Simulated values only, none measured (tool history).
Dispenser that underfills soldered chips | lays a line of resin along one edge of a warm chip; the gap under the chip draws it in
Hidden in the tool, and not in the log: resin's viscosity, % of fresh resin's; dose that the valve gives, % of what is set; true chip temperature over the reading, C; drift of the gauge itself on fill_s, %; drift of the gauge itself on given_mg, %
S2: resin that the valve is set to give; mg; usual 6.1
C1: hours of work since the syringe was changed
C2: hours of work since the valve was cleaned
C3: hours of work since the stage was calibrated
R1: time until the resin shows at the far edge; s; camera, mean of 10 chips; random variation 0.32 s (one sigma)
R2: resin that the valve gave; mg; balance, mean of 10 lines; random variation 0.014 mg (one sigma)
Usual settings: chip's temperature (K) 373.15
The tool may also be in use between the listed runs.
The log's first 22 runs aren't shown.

-- hour=101.4 new syringe of resin
run 23 hour=103.8 | chip's_temperature_(K)=374.15 S2=6.92 | C1=2 C2=33 C3=135 | R1=11.7 R2=6.83
run 24 hour=108.5 | chip's_temperature_(K)=366.15 S2=5.51 | C1=5 C2=37 C3=138 | R1=18.7 R2=5.4
-- hour=114.7 new syringe of resin
run 25 hour=114.7 | chip's_temperature_(K)=381.15 S2=7.2 | C1=0 C2=41 C3=143 | R1=7.9 R2=7.06
run 26 hour=118.9 | chip's_temperature_(K)=381.15 S2=7.2 | C1=3 C2=44 C3=146 | R1=9.4 R2=7.03
-- hour=122.5 dispensing valve cleaned and set on the balance
run 27 hour=124.5 | chip's_temperature_(K)=387.15 S2=5.51 | C1=7 C2=2 C3=149 | R1=8.3 R2=5.52
-- hour=129 new syringe of resin
run 28 hour=129.7 | chip's_temperature_(K)=375.15 S2=7.68 | C1=1 C2=5 C3=153 | R1=11 R2=7.69
run 29 hour=133.6 | chip's_temperature_(K)=375.15 S2=7.68 | C1=3 C2=8 C3=156 | R1=11.8 R2=7.66
run 30 hour=137.8 | chip's_temperature_(K)=375.15 S2=7.68 | C1=7 C2=11 C3=159 | R1=12.7 R2=7.65
-- hour=142.2 new syringe of resin
run 31 hour=143.3 | chip's_temperature_(K)=378.15 S2=7.68 | C1=1 C2=15 C3=163 | R1=9.6 R2=7.67
run 32 hour=149.1 | chip's_temperature_(K)=386.15 S2=5.86 | C1=5 C2=19 C3=167 | R1=8.3 R2=5.81
run 33 hour=154.2 | chip's_temperature_(K)=382.15 S2=6.1 | C1=9 C2=23 C3=171 | R1=10.9 R2=6.05
-- hour=155.3 new syringe of resin
run 34 hour=160.7 | chip's_temperature_(K)=366.15 S2=7.41 | C1=4 C2=28 C3=176 | R1=16.2 R2=7.33
run 35 hour=166.5 | chip's_temperature_(K)=381.15 S2=7.1 | C1=8 C2=32 C3=180 | R1=11.7 R2=7.01

5 ways to go on from here, each from the tool as it stands after run 35. What would each give?
-- hour=168.6 new syringe of resin
run A hour=171.3 | chip's_temperature_(K)=382.15 S2=6.75 | C1=2 C2=36 C3=184 | R1=? R2=?
-- hour=168.6 new syringe of resin
run B hour=171.3 | chip's_temperature_(K)=373.15 S2=6.53 | C1=2 C2=36 C3=184 | R1=? R2=?
-- hour=168.6 new syringe of resin
run C hour=171.3 | chip's_temperature_(K)=363.15 S2=7.02 | C1=2 C2=36 C3=184 | R1=? R2=?
-- hour=168.6 new syringe of resin
run D hour=171.3 | chip's_temperature_(K)=363.15 S2=6.1 | C1=2 C2=36 C3=184 | R1=? R2=?
-- hour=168.6 new syringe of resin
run E hour=171.3 | chip's_temperature_(K)=370.15 S2=6.1 | C1=2 C2=36 C3=184 | R1=? R2=?

run=A R1=8.6 R2=6.66
run=B R1=12.5 R2=6.44
run=C R1=17 R2=6.91
run=D R1=17.9 R2=6.01
run=E R1=13.8 R2=6.01
Without the tool's hidden state the same runs would have given:
run=A R1=8.1 R2=6.76
run=B R1=11.7 R2=6.54
run=C R1=15.9 R2=7.02
run=D R1=16.8 R2=6.1
run=E R1=12.9 R2=6.1
